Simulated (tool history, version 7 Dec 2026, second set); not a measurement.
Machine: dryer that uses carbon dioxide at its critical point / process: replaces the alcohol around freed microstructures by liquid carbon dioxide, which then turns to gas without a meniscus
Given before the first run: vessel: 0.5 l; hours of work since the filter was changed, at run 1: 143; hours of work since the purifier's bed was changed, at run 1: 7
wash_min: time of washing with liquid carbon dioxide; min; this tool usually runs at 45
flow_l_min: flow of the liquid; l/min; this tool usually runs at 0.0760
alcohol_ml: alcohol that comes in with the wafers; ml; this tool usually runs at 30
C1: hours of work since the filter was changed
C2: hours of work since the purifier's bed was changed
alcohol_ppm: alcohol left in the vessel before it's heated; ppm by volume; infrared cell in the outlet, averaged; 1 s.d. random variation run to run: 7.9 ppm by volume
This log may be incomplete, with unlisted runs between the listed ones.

{"run": 1, "day": 0.0, "wash_min": 45, "flow_l_min": 0.076, "alcohol_ml": 30, "C1": 143, "C2": 7, "alcohol_ppm": 566}
{"run": 2, "day": 2.3, "wash_min": 45, "flow_l_min": 0.076, "alcohol_ml": 30, "C1": 171, "C2": 36, "alcohol_ppm": 631}
{"run": 3, "day": 4.242, "wash_min": 45, "flow_l_min": 0.076, "alcohol_ml": 30, "C1": 195, "C2": 60, "alcohol_ppm": 673}
{"day": 5.971, "done": "inlet filter changed"}
{"run": 4, "day": 6.0, "wash_min": 45, "flow_l_min": 0.076, "alcohol_ml": 30, "C1": 0, "C2": 81, "alcohol_ppm": 425}
{"run": 5, "day": 8.558, "wash_min": 45, "flow_l_min": 0.076, "alcohol_ml": 30, "C1": 32, "C2": 113, "alcohol_ppm": 479}
{"run": 6, "day": 9.825, "wash_min": 45, "flow_l_min": 0.076, "alcohol_ml": 30, "C1": 48, "C2": 128, "alcohol_ppm": 517}
{"run": 7, "day": 11.188, "wash_min": 45, "flow_l_min": 0.076, "alcohol_ml": 30, "C1": 64, "C2": 145, "alcohol_ppm": 514}
{"run": 8, "day": 13.808, "wash_min": 45, "flow_l_min": 0.076, "alcohol_ml": 30, "C1": 97, "C2": 178, "alcohol_ppm": 563}
{"run": 9, "day": 15.062, "wash_min": 45, "flow_l_min": 0.076, "alcohol_ml": 30, "C1": 112, "C2": 193, "alcohol_ppm": 579}
{"run": 10, "day": 17.167, "wash_min": 45, "flow_l_min": 0.076, "alcohol_ml": 30, "C1": 138, "C2": 219, "alcohol_ppm": 641}
{"run": 11, "day": 19.196, "wash_min": 45, "flow_l_min": 0.076, "alcohol_ml": 30, "C1": 163, "C2": 244, "alcohol_ppm": 676}
{"run": 12, "day": 20.379, "wash_min": 45, "flow_l_min": 0.076, "alcohol_ml": 30, "C1": 178, "C2": 259, "alcohol_ppm": 729}
{"run": 13, "day": 22.3, "wash_min": 45, "flow_l_min": 0.076, "alcohol_ml": 37, "C1": 202, "C2": 283, "alcohol_ppm": 947}
{"day": 23.412, "done": "inlet filter changed"}
{"run": 14, "day": 24.254, "wash_min": 45, "flow_l_min": 0.076, "alcohol_ml": 37, "C1": 10, "C2": 306, "alcohol_ppm": 591}
{"run": 15, "day": 26.121, "wash_min": 45, "flow_l_min": 0.076, "alcohol_ml": 37, "C1": 33, "C2": 329, "alcohol_ppm": 640}
{"run": 16, "day": 27.438, "wash_min": 67, "flow_l_min": 0.076, "alcohol_ml": 30, "C1": 50, "C2": 346, "alcohol_ppm": 125}
{"run": 17, "day": 29.725, "wash_min": 67, "flow_l_min": 0.076, "alcohol_ml": 30, "C1": 78, "C2": 374, "alcohol_ppm": 138}
{"run": 18, "day": 31.883, "wash_min": 45, "flow_l_min": 0.076, "alcohol_ml": 24, "C1": 105, "C2": 401, "alcohol_ppm": 548}
{"run": 19, "day": 33.146, "wash_min": 45, "flow_l_min": 0.076, "alcohol_ml": 30, "C1": 120, "C2": 416, "alcohol_ppm": 669}
{"run": 20, "day": 34.571, "wash_min": 45, "flow_l_min": 0.076, "alcohol_ml": 30, "C1": 138, "C2": 434, "alcohol_ppm": 698}
{"run": 21, "day": 36.396, "wash_min": 45, "flow_l_min": 0.076, "alcohol_ml": 30, "C1": 160, "C2": 456, "alcohol_ppm": 741}
{"run": 22, "day": 38.488, "wash_min": 45, "flow_l_min": 0.076, "alcohol_ml": 30, "C1": 186, "C2": 482, "alcohol_ppm": 792}
{"day": 40.867, "done": "inlet filter changed"}
{"run": 23, "day": 40.946, "wash_min": 45, "flow_l_min": 0.076, "alcohol_ml": 30, "C1": 1, "C2": 512, "alcohol_ppm": 519}
{"run": 24, "day": 43.138, "wash_min": 45, "flow_l_min": 0.076, "alcohol_ml": 46, "C1": 28, "C2": 539, "alcohol_ppm": 797}
{"run": 25, "day": 45.142, "wash_min": 45, "flow_l_min": 0.076, "alcohol_ml": 46, "C1": 53, "C2": 564, "alcohol_ppm": 840}
{"run": 26, "day": 47.075, "wash_min": 45, "flow_l_min": 0.076, "alcohol_ml": 46, "C1": 77, "C2": 588, "alcohol_ppm": 901}
{"run": 27, "day": 48.233, "wash_min": 36, "flow_l_min": 0.076, "alcohol_ml": 43, "C1": 91, "C2": 602, "alcohol_ppm": 2093}
{"run": 28, "day": 50.512, "wash_min": 36, "flow_l_min": 0.09, "alcohol_ml": 109, "C1": 119, "C2": 630, "alcohol_ppm": 2867}
{"run": 29, "day": 52.617, "wash_min": 44, "flow_l_min": 0.0991, "alcohol_ml": 30, "C1": 145, "C2": 656, "alcohol_ppm": 332}
{"run": 30, "day": 55.183, "wash_min": 44, "flow_l_min": 0.0991, "alcohol_ml": 29, "C1": 177, "C2": 688, "alcohol_ppm": 354}
{"run": 31, "day": 57.329, "wash_min": 44, "flow_l_min": 0.0991, "alcohol_ml": 29, "C1": 204, "C2": 715, "alcohol_ppm": 377}
{"day": 58.388, "done": "inlet filter changed"}
{"run": 32, "day": 59.483, "wash_min": 39, "flow_l_min": 0.0722, "alcohol_ml": 73, "C1": 14, "C2": 741, "alcohol_ppm": 2519}
{"run": 33, "day": 61.054, "wash_min": 39, "flow_l_min": 0.0722, "alcohol_ml": 73, "C1": 33, "C2": 760, "alcohol_ppm": 2732}
{"run": 34, "day": 62.783, "wash_min": 39, "flow_l_min": 0.0722, "alcohol_ml": 73, "C1": 54, "C2": 782, "alcohol_ppm": 2826}
{"run": 35, "day": 64.7, "wash_min": 39, "flow_l_min": 0.0697, "alcohol_ml": 73, "C1": 78, "C2": 805, "alcohol_ppm": 3328}
{"run": 36, "day": 67.146, "wash_min": 45, "flow_l_min": 0.0707, "alcohol_ml": 40, "C1": 108, "C2": 835, "alcohol_ppm": 1171}
{"run": 37, "day": 69.429, "wash_min": 45, "flow_l_min": 0.0707, "alcohol_ml": 40, "C1": 137, "C2": 864, "alcohol_ppm": 1239}
{"run": 38, "day": 71.838, "wash_min": 72, "flow_l_min": 0.076, "alcohol_ml": 35, "C1": 166, "C2": 893, "alcohol_ppm": 240}
{"run": 39, "day": 74.329, "wash_min": 31, "flow_l_min": 0.076, "alcohol_ml": 41, "C1": 197, "C2": 924, "alcohol_ppm": 4079}
{"day": 75.821, "done": "inlet filter changed"}
{"run": 40, "day": 76.1, "wash_min": 33, "flow_l_min": 0.076, "alcohol_ml": 30, "C1": 3, "C2": 946, "alcohol_ppm": 1799}
{"run": 41, "day": 77.879, "wash_min": 33, "flow_l_min": 0.076, "alcohol_ml": 30, "C1": 25, "C2": 968, "alcohol_ppm": 1886}
{"run": 42, "day": 79.617, "wash_min": 45, "flow_l_min": 0.076, "alcohol_ml": 34, "C1": 47, "C2": 989, "alcohol_ppm": 762}
{"run": 43, "day": 82.354, "wash_min": 45, "flow_l_min": 0.076, "alcohol_ml": 34, "C1": 81, "C2": 1023, "alcohol_ppm": 822}
{"run": 44, "day": 84.304, "wash_min": 34, "flow_l_min": 0.1244, "alcohol_ml": 101, "C1": 105, "C2": 1047, "alcohol_ppm": 959}
{"day": 86.779, "done": "purifier's bed changed"}
{"run": 45, "day": 86.875, "wash_min": 53, "flow_l_min": 0.0567, "alcohol_ml": 107, "C1": 135, "C2": 1, "alcohol_ppm": 3519}

What would each run have given without the hidden state, its run-to-run variation left as it was?
Hidden state at play: flow that reaches the vessel past the clogged filter, %; alcohol in the recycled carbon dioxide, ppm; drift of the gauge itself on alcohol_ppm, %.
run=1 alcohol_ppm=391
run=2 alcohol_ppm=404
run=3 alcohol_ppm=403
run=4 alcohol_ppm=405
run=5 alcohol_ppm=415
run=6 alcohol_ppm=431
run=7 alcohol_ppm=404
run=8 alcohol_ppm=403
run=9 alcohol_ppm=400
run=10 alcohol_ppm=413
run=11 alcohol_ppm=402
run=12 alcohol_ppm=420
run=13 alcohol_ppm=517
run=14 alcohol_ppm=495
run=15 alcohol_ppm=503
run=16 alcohol_ppm=45
run=17 alcohol_ppm=45
run=18 alcohol_ppm=341
run=19 alcohol_ppm=411
run=20 alcohol_ppm=407
run=21 alcohol_ppm=407
run=22 alcohol_ppm=408
run=23 alcohol_ppm=399
run=24 alcohol_ppm=614
run=25 alcohol_ppm=612
run=26 alcohol_ppm=619
run=27 alcohol_ppm=1584
run=28 alcohol_ppm=1987
run=29 alcohol_ppm=116
run=30 alcohol_ppm=116
run=31 alcohol_ppm=120
run=32 alcohol_ppm=2284
run=33 alcohol_ppm=2377
run=34 alcohol_ppm=2354
run=35 alcohol_ppm=2682
run=36 alcohol_ppm=759
run=37 alcohol_ppm=757
run=38 alcohol_ppm=27
run=39 alcohol_ppm=2705
run=40 alcohol_ppm=1548
run=41 alcohol_ppm=1554
run=42 alcohol_ppm=469
run=43 alcohol_ppm=471
run=44 alcohol_ppm=505
run=45 alcohol_ppm=2476
